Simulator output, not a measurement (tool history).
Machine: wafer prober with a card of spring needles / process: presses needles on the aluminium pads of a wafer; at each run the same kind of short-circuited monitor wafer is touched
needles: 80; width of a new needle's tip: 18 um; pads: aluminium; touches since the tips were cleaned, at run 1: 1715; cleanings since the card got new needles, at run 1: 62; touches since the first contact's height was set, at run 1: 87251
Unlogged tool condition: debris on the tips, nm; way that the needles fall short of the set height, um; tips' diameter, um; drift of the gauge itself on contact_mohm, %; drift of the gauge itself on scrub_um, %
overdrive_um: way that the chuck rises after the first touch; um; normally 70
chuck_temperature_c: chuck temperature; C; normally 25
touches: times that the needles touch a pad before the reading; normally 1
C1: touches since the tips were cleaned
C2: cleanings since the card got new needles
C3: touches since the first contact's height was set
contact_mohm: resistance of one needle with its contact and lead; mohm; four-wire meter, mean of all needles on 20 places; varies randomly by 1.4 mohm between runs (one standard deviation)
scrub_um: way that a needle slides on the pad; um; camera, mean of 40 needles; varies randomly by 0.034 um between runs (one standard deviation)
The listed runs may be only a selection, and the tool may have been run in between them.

{"run": 1, "day": 0.0, "overdrive_um": 70, "chuck_temperature_c": 25, "touches": 1, "C1": 1715, "C2": 62, "C3": 87251, "contact_mohm": 297, "scrub_um": 11.2}
{"day": 0.5, "done": "tips cleaned on abrasive film"}
{"day": 1.304, "done": "tips cleaned on abrasive film"}
{"day": 2.138, "done": "tips cleaned on abrasive film"}
{"day": 2.946, "done": "tips cleaned on abrasive film"}
{"run": 2, "day": 3.188, "overdrive_um": 70, "chuck_temperature_c": 25, "touches": 1, "C1": 1554, "C2": 66, "C3": 107453, "contact_mohm": 300, "scrub_um": 11.13}
{"day": 3.692, "done": "tips cleaned on abrasive film"}
{"day": 4.358, "done": "tips cleaned on abrasive film"}
{"run": 3, "day": 4.908, "overdrive_um": 70, "chuck_temperature_c": 25, "touches": 2, "C1": 3522, "C2": 68, "C3": 118367, "contact_mohm": 298, "scrub_um": 11.06}
{"day": 5.079, "done": "tips cleaned on abrasive film"}
{"day": 5.746, "done": "tips cleaned on abrasive film"}
{"day": 6.579, "done": "tips cleaned on abrasive film"}
{"day": 7.396, "done": "tips cleaned on abrasive film"}
{"run": 4, "day": 7.808, "overdrive_um": 70, "chuck_temperature_c": 25, "touches": 2, "C1": 2624, "C2": 72, "C3": 136730, "contact_mohm": 268, "scrub_um": 11.14}
{"day": 8.125, "done": "tips cleaned on abrasive film"}
{"day": 8.933, "done": "tips cleaned on abrasive film"}
{"run": 5, "day": 9.225, "overdrive_um": 70, "chuck_temperature_c": 25, "touches": 1, "C1": 1859, "C2": 74, "C3": 145692, "contact_mohm": 323, "scrub_um": 11.07}
{"day": 9.725, "done": "tips cleaned on abrasive film"}
{"day": 10.396, "done": "tips cleaned on abrasive film"}
{"day": 11.062, "done": "tips cleaned on abrasive film"}
{"day": 11.738, "done": "tips cleaned on abrasive film"}
{"run": 6, "day": 11.738, "overdrive_um": 70, "chuck_temperature_c": 25, "touches": 1, "C1": 0, "C2": 78, "C3": 161589, "contact_mohm": 158, "scrub_um": 11.0}
{"day": 12.55, "done": "tips cleaned on abrasive film"}
{"day": 13.383, "done": "tips cleaned on abrasive film"}
{"day": 14.217, "done": "tips cleaned on abrasive film"}
{"run": 7, "day": 14.283, "overdrive_um": 70, "chuck_temperature_c": 25, "touches": 1, "C1": 414, "C2": 81, "C3": 177718, "contact_mohm": 217, "scrub_um": 11.0}
{"day": 14.925, "done": "tips cleaned on abrasive film"}
{"day": 15.725, "done": "tips cleaned on abrasive film"}
{"run": 8, "day": 15.854, "overdrive_um": 70, "chuck_temperature_c": 25, "touches": 1, "C1": 814, "C2": 83, "C3": 187665, "contact_mohm": 231, "scrub_um": 10.96}
{"day": 16.508, "done": "tips cleaned on abrasive film"}
{"day": 17.021, "done": "height of the first contact set anew"}
{"day": 17.192, "done": "tips cleaned on abrasive film"}
{"run": 9, "day": 17.433, "overdrive_um": 70, "chuck_temperature_c": 25, "touches": 1, "C1": 1563, "C2": 85, "C3": 2619, "contact_mohm": 296, "scrub_um": 11.35}
{"day": 17.938, "done": "tips cleaned on abrasive film"}
{"day": 18.729, "done": "tips cleaned on abrasive film"}
{"day": 19.554, "done": "tips cleaned on abrasive film"}
{"run": 10, "day": 19.571, "overdrive_um": 70, "chuck_temperature_c": 25, "touches": 1, "C1": 106, "C2": 88, "C3": 16155, "contact_mohm": 159, "scrub_um": 11.32}
{"day": 20.242, "done": "tips cleaned on abrasive film"}
{"day": 20.908, "done": "tips cleaned on abrasive film"}
{"day": 21.575, "done": "tips cleaned on abrasive film"}
{"day": 22.242, "done": "tips cleaned on abrasive film"}
{"day": 22.933, "done": "tips cleaned on abrasive film"}
{"run": 11, "day": 22.933, "overdrive_um": 70, "chuck_temperature_c": 25, "touches": 1, "C1": 0, "C2": 93, "C3": 37415, "contact_mohm": 148, "scrub_um": 11.26}
{"day": 23.725, "done": "tips cleaned on abrasive film"}
{"day": 24.546, "done": "tips cleaned on abrasive film"}
{"run": 12, "day": 24.688, "overdrive_um": 70, "chuck_temperature_c": 25, "touches": 1, "C1": 897, "C2": 95, "C3": 48553, "contact_mohm": 256, "scrub_um": 11.27}
{"day": 25.308, "done": "tips cleaned on abrasive film"}
{"day": 25.975, "done": "tips cleaned on abrasive film"}
{"day": 26.642, "done": "tips cleaned on abrasive film"}
{"day": 27.475, "done": "tips cleaned on abrasive film"}
{"run": 13, "day": 27.654, "overdrive_um": 70, "chuck_temperature_c": 25, "touches": 1, "C1": 1131, "C2": 99, "C3": 67334, "contact_mohm": 288, "scrub_um": 11.17}
{"day": 28.154, "done": "tips cleaned on abrasive film"}
{"day": 28.821, "done": "tips cleaned on abrasive film"}
{"run": 14, "day": 29.479, "overdrive_um": 70, "chuck_temperature_c": 25, "touches": 1, "C1": 4176, "C2": 101, "C3": 78904, "contact_mohm": 443, "scrub_um": 11.19}
{"day": 29.65, "done": "tips cleaned on abrasive film"}
{"day": 30.317, "done": "tips cleaned on abrasive film"}
{"day": 31.129, "done": "tips cleaned on abrasive film"}
{"day": 31.929, "done": "tips cleaned on abrasive film"}
{"day": 32.596, "done": "tips cleaned on abrasive film"}
{"run": 15, "day": 32.767, "overdrive_um": 56, "chuck_temperature_c": 25, "touches": 1, "C1": 1099, "C2": 106, "C3": 99723, "contact_mohm": 351, "scrub_um": 8.87}
{"day": 33.267, "done": "tips cleaned on abrasive film"}
{"day": 34.092, "done": "tips cleaned on abrasive film"}
{"day": 34.925, "done": "tips cleaned on abrasive film"}
{"run": 16, "day": 34.925, "overdrive_um": 79, "chuck_temperature_c": 25, "touches": 2, "C1": 0, "C2": 109, "C3": 113375, "contact_mohm": 140, "scrub_um": 12.52}
{"day": 35.733, "done": "tips cleaned on abrasive film"}
{"day": 36.417, "done": "tips cleaned on abrasive film"}
{"run": 17, "day": 36.417, "overdrive_um": 78, "chuck_temperature_c": 117, "touches": 2, "C1": 0, "C2": 111, "C3": 122824, "contact_mohm": 160, "scrub_um": 12.46}
{"day": 37.25, "done": "tips cleaned on abrasive film"}
{"day": 38.05, "done": "tips cleaned on abrasive film"}
{"day": 38.862, "done": "tips cleaned on abrasive film"}
{"run": 18, "day": 39.179, "overdrive_um": 78, "chuck_temperature_c": 117, "touches": 2, "C1": 2042, "C2": 114, "C3": 140361, "contact_mohm": 233, "scrub_um": 12.33}
{"day": 39.667, "done": "tips cleaned on abrasive film"}
{"day": 40.488, "done": "tips cleaned on abrasive film"}
{"run": 19, "day": 40.658, "overdrive_um": 52, "chuck_temperature_c": 82, "touches": 1, "C1": 1087, "C2": 116, "C3": 149708, "contact_mohm": 374, "scrub_um": 8.15}
{"day": 41.162, "done": "tips cleaned on abrasive film"}
{"day": 41.988, "done": "tips cleaned on abrasive film"}
{"run": 20, "day": 42.546, "overdrive_um": 70, "chuck_temperature_c": 87, "touches": 1, "C1": 3571, "C2": 118, "C3": 161692, "contact_mohm": 449, "scrub_um": 10.99}
{"day": 42.717, "done": "tips cleaned on abrasive film"}
{"day": 43.383, "done": "tips cleaned on abrasive film"}
{"day": 44.05, "done": "tips cleaned on abrasive film"}
{"run": 21, "day": 44.1, "overdrive_um": 52, "chuck_temperature_c": 83, "touches": 1, "C1": 319, "C2": 121, "C3": 171516, "contact_mohm": 272, "scrub_um": 8.02}
{"day": 44.762, "done": "tips cleaned on abrasive film"}
{"day": 45.429, "done": "tips cleaned on abrasive film"}
{"day": 46.262, "done": "tips cleaned on abrasive film"}
{"run": 22, "day": 46.35, "overdrive_um": 70, "chuck_temperature_c": 51, "touches": 1, "C1": 554, "C2": 124, "C3": 185751, "contact_mohm": 234, "scrub_um": 10.97}
{"day": 47.012, "done": "tips cleaned on abrasive film"}
{"day": 47.817, "done": "tips cleaned on abrasive film"}
{"day": 47.829, "done": "height of the first contact set anew"}
{"day": 48.621, "done": "tips cleaned on abrasive film"}
{"run": 23, "day": 49.171, "overdrive_um": 88, "chuck_temperature_c": 41, "touches": 1, "C1": 3514, "C2": 127, "C3": 8536, "contact_mohm": 327, "scrub_um": 14.24}
{"day": 49.333, "done": "tips cleaned on abrasive film"}
{"day": 50.0, "done": "tips cleaned on abrasive film"}
{"day": 50.667, "done": "tips cleaned on abrasive film"}
{"run": 24, "day": 50.921, "overdrive_um": 76, "chuck_temperature_c": 55, "touches": 2, "C1": 1601, "C2": 130, "C3": 19590, "contact_mohm": 220, "scrub_um": 12.33}
{"day": 51.421, "done": "tips cleaned on abrasive film"}
{"day": 52.088, "done": "tips cleaned on abrasive film"}
{"run": 25, "day": 52.367, "overdrive_um": 76, "chuck_temperature_c": 55, "touches": 2, "C1": 1775, "C2": 132, "C3": 28757, "contact_mohm": 234, "scrub_um": 12.35}
{"day": 52.871, "done": "tips cleaned on abrasive film"}
{"day": 53.683, "done": "tips cleaned on abrasive film"}
{"day": 54.517, "done": "tips cleaned on abrasive film"}
{"day": 55.204, "done": "tips cleaned on abrasive film"}
{"run": 26, "day": 55.204, "overdrive_um": 51, "chuck_temperature_c": 55, "touches": 2, "C1": 0, "C2": 136, "C3": 46713, "contact_mohm": 158, "scrub_um": 8.14}
{"day": 55.871, "done": "tips cleaned on abrasive film"}
{"day": 56.538, "done": "tips cleaned on abrasive film"}
{"day": 57.275, "done": "tips cleaned on abrasive film"}
{"run": 27, "day": 57.275, "overdrive_um": 80, "chuck_temperature_c": 105, "touches": 2, "C1": 0, "C2": 139, "C3": 59830, "contact_mohm": 151, "scrub_um": 12.83}

Had the tool no unlogged condition, and each run kept its random variation, what would the results have been?
run=1 contact_mohm=130 scrub_um=11.40
run=2 contact_mohm=128 scrub_um=11.37
run=3 contact_mohm=127 scrub_um=11.32
run=4 contact_mohm=127 scrub_um=11.45
run=5 contact_mohm=129 scrub_um=11.39
run=6 contact_mohm=126 scrub_um=11.37
run=7 contact_mohm=130 scrub_um=11.40
run=8 contact_mohm=125 scrub_um=11.39
run=9 contact_mohm=126 scrub_um=11.36
run=10 contact_mohm=128 scrub_um=11.35
run=11 contact_mohm=129 scrub_um=11.36
run=12 contact_mohm=128 scrub_um=11.39
run=13 contact_mohm=127 scrub_um=11.32
run=14 contact_mohm=127 scrub_um=11.36
run=15 contact_mohm=134 scrub_um=9.10
run=16 contact_mohm=127 scrub_um=12.78
run=17 contact_mohm=141 scrub_um=12.74
run=18 contact_mohm=141 scrub_um=12.64
run=19 contact_mohm=143 scrub_um=8.48
run=20 contact_mohm=137 scrub_um=11.34
run=21 contact_mohm=143 scrub_um=8.40
run=22 contact_mohm=132 scrub_um=11.38
run=23 contact_mohm=127 scrub_um=14.25
run=24 contact_mohm=129 scrub_um=12.38
run=25 contact_mohm=132 scrub_um=12.41
run=26 contact_mohm=139 scrub_um=8.24
run=27 contact_mohm=141 scrub_um=12.97

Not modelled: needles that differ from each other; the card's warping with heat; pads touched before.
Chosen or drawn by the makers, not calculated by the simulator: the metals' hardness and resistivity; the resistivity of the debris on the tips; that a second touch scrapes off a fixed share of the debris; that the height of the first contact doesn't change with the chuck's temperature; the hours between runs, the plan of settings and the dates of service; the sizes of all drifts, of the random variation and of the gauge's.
